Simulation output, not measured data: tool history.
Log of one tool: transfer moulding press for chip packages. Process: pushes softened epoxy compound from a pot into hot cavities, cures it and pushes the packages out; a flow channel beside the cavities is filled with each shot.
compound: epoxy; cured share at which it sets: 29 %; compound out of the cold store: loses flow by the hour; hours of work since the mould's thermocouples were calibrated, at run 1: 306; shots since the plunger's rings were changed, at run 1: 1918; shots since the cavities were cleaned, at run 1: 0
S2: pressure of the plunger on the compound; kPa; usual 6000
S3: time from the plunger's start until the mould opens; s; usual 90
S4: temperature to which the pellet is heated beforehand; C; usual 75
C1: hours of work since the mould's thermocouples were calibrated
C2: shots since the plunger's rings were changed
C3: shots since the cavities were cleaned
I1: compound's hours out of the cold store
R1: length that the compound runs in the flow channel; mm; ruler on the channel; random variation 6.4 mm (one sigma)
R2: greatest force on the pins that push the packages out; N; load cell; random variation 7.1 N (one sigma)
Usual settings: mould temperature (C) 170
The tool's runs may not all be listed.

run 1 hour=0 | mould_temperature_(C)=170 S2=6000 S3=90 S4=75 | C1=306 C2=1918 C3=0 | I1=43.5 | R1=602 R2=282
run 2 hour=58.8 | mould_temperature_(C)=170 S2=6000 S3=90 S4=74 | C1=333 C2=2424 C3=506 | I1=25.3 | R1=658 R2=426
-- hour=135 cavities cleaned with cleaning compound and waxed
run 3 hour=135 | mould_temperature_(C)=178 S2=6000 S3=90 S4=75 | C1=368 C2=3066 C3=0 | I1=26.7 | R1=607 R2=262
run 4 hour=180 | mould_temperature_(C)=170 S2=6000 S3=90 S4=75 | C1=389 C2=3452 C3=386 | I1=45.1 | R1=581 R2=381
run 5 hour=242.4 | mould_temperature_(C)=169 S2=6000 S3=90 S4=75 | C1=418 C2=3990 C3=924 | I1=43.2 | R1=590 R2=478
-- hour=250.5 mould's thermocouples calibrated
-- hour=277.2 cavities cleaned with cleaning compound and waxed
run 6 hour=310.5 | mould_temperature_(C)=170 S2=6000 S3=90 S4=80 | C1=27 C2=4545 C3=286 | I1=8.1 | R1=665 R2=373
run 7 hour=379.6 | mould_temperature_(C)=170 S2=7070 S3=90 S4=75 | C1=59 C2=5139 C3=880 | I1=25.5 | R1=664 R2=460
-- hour=415 cavities cleaned with cleaning compound and waxed
run 8 hour=441.7 | mould_temperature_(C)=170 S2=7070 S3=90 S4=75 | C1=88 C2=5659 C3=229 | I1=44.3 | R1=603 R2=363
-- hour=477 mould's thermocouples calibrated, once more
-- hour=491.8 plunger's sealing rings changed
run 9 hour=496.2 | mould_temperature_(C)=170 S2=7070 S3=90 S4=75 | C1=8 C2=38 C3=659 | I1=20.8 | R1=749 R2=431
run 10 hour=539.1 | mould_temperature_(C)=170 S2=7070 S3=90 S4=75 | C1=28 C2=407 C3=1028 | I1=20.2 | R1=744 R2=489
-- hour=559.6 cavities cleaned with cleaning compound and waxed
run 11 hour=600.9 | mould_temperature_(C)=168 S2=6100 S3=90 S4=77 | C1=56 C2=926 C3=355 | I1=36.9 | R1=661 R2=396
run 12 hour=649.9 | mould_temperature_(C)=168 S2=6100 S3=124 S4=85 | C1=79 C2=1347 C3=776 | I1=12.4 | R1=710 R2=403

Forecast run 13:
-- hour=699.3 cavities cleaned with cleaning compound and waxed
run 13 hour=708.3 | mould_temperature_(C)=168 S2=6100 S3=124 S4=85 | C1=105 C2=1836 C3=77 | I1=18.3 | R1=? R2=?

{"run 13": {"R1": 684, "R2": 289}}
Without the tool's hidden state the same run would have given R1 707 mm, R2 259 N.
